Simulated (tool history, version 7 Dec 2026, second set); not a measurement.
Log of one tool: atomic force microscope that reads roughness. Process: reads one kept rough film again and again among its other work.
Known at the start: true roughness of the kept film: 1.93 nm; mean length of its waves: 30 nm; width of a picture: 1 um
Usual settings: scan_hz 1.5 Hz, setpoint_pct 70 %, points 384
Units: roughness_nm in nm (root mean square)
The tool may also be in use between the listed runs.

Run 1, day 0: usual settings. Result: roughness_nm 1.699 nm (root mean square).
Run 2, day 1.533: usual settings. Result: roughness_nm 1.684 nm (root mean square).
Run 3, day 3.367: usual settings. Result: roughness_nm 1.648 nm (root mean square).
At day 3.562: height scale calibrated on a step standard.
Run 4, day 5.817: usual settings but scan_hz 3.09 Hz. Result: roughness_nm 1.517 nm (root mean square).
At day 6.675: new tip fitted.
Run 5, day 8.542: usual settings but scan_hz 0.72 Hz. Result: roughness_nm 1.736 nm (root mean square).
Run 6, day 9.946: usual settings but scan_hz 2.52 Hz, setpoint_pct 57 %, points 983. Result: roughness_nm 1.686 nm (root mean square).
Run 7, day 12.879: usual settings but scan_hz 2.33 Hz, setpoint_pct 61 %, points 261. Result: roughness_nm 1.613 nm (root mean square).
At day 13.446: new tip fitted.
At day 14.042: height scale calibrated on a step standard, once more.
Run 8, day 15.012: usual settings but scan_hz 0.59 Hz, setpoint_pct 84 %, points 261. Result: roughness_nm 1.705 nm (root mean square).
Run 9, day 18.025: usual settings but scan_hz 0.59 Hz, setpoint_pct 84 %, points 261. Result: roughness_nm 1.655 nm (root mean square).
At day 20.2: new tip fitted.
Run 10, day 21.033: usual settings but scan_hz 0.75 Hz. Result: roughness_nm 1.76 nm (root mean square).

Forecast each of these 3 alternatives for the next run:
Run A, day 23.083: usual settings. Result: roughness_nm ?.
Run B, day 23.083: usual settings but scan_hz 0.52 Hz, setpoint_pct 57 %. Result: roughness_nm ?.
Run C, day 23.083: usual settings but scan_hz 2.22 Hz, points 836. Result: roughness_nm ?.

run  roughness_nm
  A         1.675
  B         1.772
  C         1.647
Without the tool's hidden state the same runs would have given:
run  roughness_nm
  A         1.723
  B         1.824
  C         1.695

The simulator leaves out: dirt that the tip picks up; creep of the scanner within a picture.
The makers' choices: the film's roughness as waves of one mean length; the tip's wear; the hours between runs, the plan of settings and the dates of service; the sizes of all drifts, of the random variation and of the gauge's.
